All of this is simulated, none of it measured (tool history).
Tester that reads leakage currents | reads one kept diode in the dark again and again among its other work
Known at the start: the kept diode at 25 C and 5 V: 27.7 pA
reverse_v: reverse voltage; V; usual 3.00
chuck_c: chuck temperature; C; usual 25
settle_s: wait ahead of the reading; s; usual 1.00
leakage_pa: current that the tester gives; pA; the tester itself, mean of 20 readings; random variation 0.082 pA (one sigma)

| run | hour | reverse_v | chuck_c | settle_s | leakage_pa |
|---|---|---|---|---|---|
| 1 | 0.0 | 3.00 | 25 | 1.00 | 20.57 |
| 2 | 40.9 | 3.00 | 25 | 1.00 | 20.39 |
| 3 | 78.9 | 3.00 | 25 | 1.00 | 20.53 |
| 4 | 123.8 | 3.00 | 26 | 1.00 | 21.99 |
| 5 | 160.3 | 3.00 | 37 | 1.00 | 54.42 |
| 6 | 205.6 | 3.00 | 37 | 1.00 | 53.81 |
| 7 | 242.2 | 3.00 | 37 | 1.00 | 53.83 |
| 8 | 287.9 | 3.00 | 25 | 1.00 | 19.89 |
| 9 | 330.4 | 3.00 | 30 | 1.00 | 30.22 |
|  | 367.1 | chuck's temperature calibrated |
| 10 | 377.9 | 3.00 | 25 | 1.73 | 21.67 |
| 11 | 407.2 | 3.00 | 25 | 1.73 | 21.61 |
| 12 | 449.6 | 3.00 | 25 | 1.73 | 21.63 |
| 13 | 490.7 | 3.00 | 25 | 1.73 | 21.56 |
| 14 | 514.3 | 3.00 | 25 | 1.73 | 21.47 |
| 15 | 553.2 | 3.00 | 25 | 1.73 | 21.37 |
| 16 | 598.2 | 3.00 | 25 | 2.13 | 21.16 |
| 17 | 640.2 | 2.88 | 25 | 1.00 | 21.28 |
| 18 | 670.1 | 2.88 | 25 | 3.35 | 20.46 |
| 19 | 694.5 | 2.88 | 25 | 3.35 | 20.37 |
| 20 | 722.8 | 2.88 | 25 | 3.35 | 20.46 |
| 21 | 747.7 | 2.88 | 25 | 3.35 | 20.48 |
| 22 | 782.6 | 2.88 | 25 | 3.35 | 20.39 |
| 23 | 807.6 | 2.88 | 57 | 5.13 | 253.08 |
| 24 | 831.3 | 2.88 | 57 | 5.13 | 252.47 |
| 25 | 858.8 | 16.18 | 26 | 1.29 | 62.48 |
| 26 | 901.9 | 16.18 | 26 | 1.29 | 62.91 |
| 27 | 939.8 | 18.54 | 21 | 0.61 | 50.35 |
| 28 | 967.7 | 2.82 | 51 | 1.00 | 159.90 |
| 29 | 1000.0 | 2.71 | 51 | 1.88 | 155.87 |
| 30 | 1026.3 | 2.71 | 51 | 1.88 | 155.05 |
| 31 | 1073.0 | 2.71 | 51 | 1.88 | 154.54 |
| 32 | 1106.0 | 2.71 | 51 | 1.88 | 154.52 |
| 33 | 1145.5 | 3.87 | 38 | 0.38 | 71.09 |
| 34 | 1175.6 | 3.87 | 26 | 0.38 | 27.89 |
| 35 | 1214.4 | 9.18 | 25 | 0.94 | 40.80 |

The same runs without the tool's hidden state, with the same run-to-run variation:
The hidden state here: stray current of the dirty probe card, pA a volt; current scale over the true one, %; true chuck temperature over the reading, C; drift of the gauge itself on leakage_pa, %.
| run | leakage_pa |
|---|---|
| 1 | 21.68 |
| 2 | 21.56 |
| 3 | 21.77 |
| 4 | 23.44 |
| 5 | 58.50 |
| 6 | 58.05 |
| 7 | 58.23 |
| 8 | 21.45 |
| 9 | 32.85 |
| 10 | 21.18 |
| 11 | 21.17 |
| 12 | 21.26 |
| 13 | 21.26 |
| 14 | 21.21 |
| 15 | 21.17 |
| 16 | 21.05 |
| 17 | 21.24 |
| 18 | 20.48 |
| 19 | 20.43 |
| 20 | 20.57 |
| 21 | 20.63 |
| 22 | 20.59 |
| 23 | 259.43 |
| 24 | 259.16 |
| 25 | 62.12 |
| 26 | 62.73 |
| 27 | 49.17 |
| 28 | 165.87 |
| 29 | 162.09 |
| 30 | 161.51 |
| 31 | 161.54 |
| 32 | 161.93 |
| 33 | 74.46 |
| 34 | 28.88 |
| 35 | 41.81 |

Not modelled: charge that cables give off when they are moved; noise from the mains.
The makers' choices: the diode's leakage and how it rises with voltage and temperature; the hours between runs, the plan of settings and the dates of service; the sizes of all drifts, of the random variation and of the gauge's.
